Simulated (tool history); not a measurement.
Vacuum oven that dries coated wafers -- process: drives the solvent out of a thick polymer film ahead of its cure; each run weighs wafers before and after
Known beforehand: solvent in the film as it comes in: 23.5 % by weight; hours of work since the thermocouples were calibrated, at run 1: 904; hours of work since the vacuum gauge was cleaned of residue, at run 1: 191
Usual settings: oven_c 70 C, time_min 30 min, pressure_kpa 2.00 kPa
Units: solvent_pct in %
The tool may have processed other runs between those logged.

run	day	oven_c	time_min	pressure_kpa	hours of work since the thermocouples were calibrated	hours of work since the vacuum gauge was cleaned of residue	solvent_pct
1	0.000	70	30	2.00	904	191	5.58
2	1.004	70	30	2.00	919	205	5.55
3	1.979	70	30	2.00	932	219	5.62
4	3.050	70	30	2.00	948	234	5.57
5	4.096	70	30	2.00	963	249	5.57
6	4.612	70	30	2.00	970	256	5.53
7	5.179	70	30	2.00	978	264	5.57
8	6.062	70	36	2.00	990	277	4.45
9	6.562	70	36	2.00	998	284	4.42
10	7.604	70	36	2.00	1012	299	4.45
11	8.158	70	36	2.00	1020	307	4.46
12	8.629	63	30	2.00	1027	313	7.85
13	9.542	63	30	2.00	1040	326	7.86
14	10.025	70	30	2.78	1047	333	5.78
15	10.904	70	30	2.78	1059	346	5.83
16	11.629	70	16	2.70	1069	356	9.89
17	12.196	81	16	1.04	1077	364	6.13
18	12.842	81	16	1.04	1087	373	6.15
19	13.900	81	16	1.04	1102	388	6.12
20	14.650	81	16	1.04	1112	399	6.15
21	15.521	62	16	1.04	1125	411	11.69
22	16.308	82	18	3.35	1136	422	5.56
23	17.062	82	18	3.35	1146	433	5.55
24	17.554	82	26	4.58	1153	440	3.80
25	18.100	80	42	5.47	1161	448	2.66
26	18.829	80	42	5.47	1171	458	2.63
27	19.742	56	29	1.20	1184	471	9.92
28	20.308	56	21	1.20	1192	479	11.88
29	20.788	84	30	3.03	1199	486	2.35

What if the next run were any one of these 4? Each begins from the tool's condition after run 29:
A	21.758	70	30	2.01	1213	499	?
B	21.758	77	30	6.79	1213	499	?
C	21.758	56	20	1.41	1213	499	?
D	21.758	72	30	3.17	1213	499	?

run	solvent_pct
A	5.50
B	5.01
C	12.31
D	5.34
Take away the tool's hidden state, keep each run's random variation, and the runs would have read:
run	solvent_pct
A	6.07
B	5.57
C	12.83
D	5.92
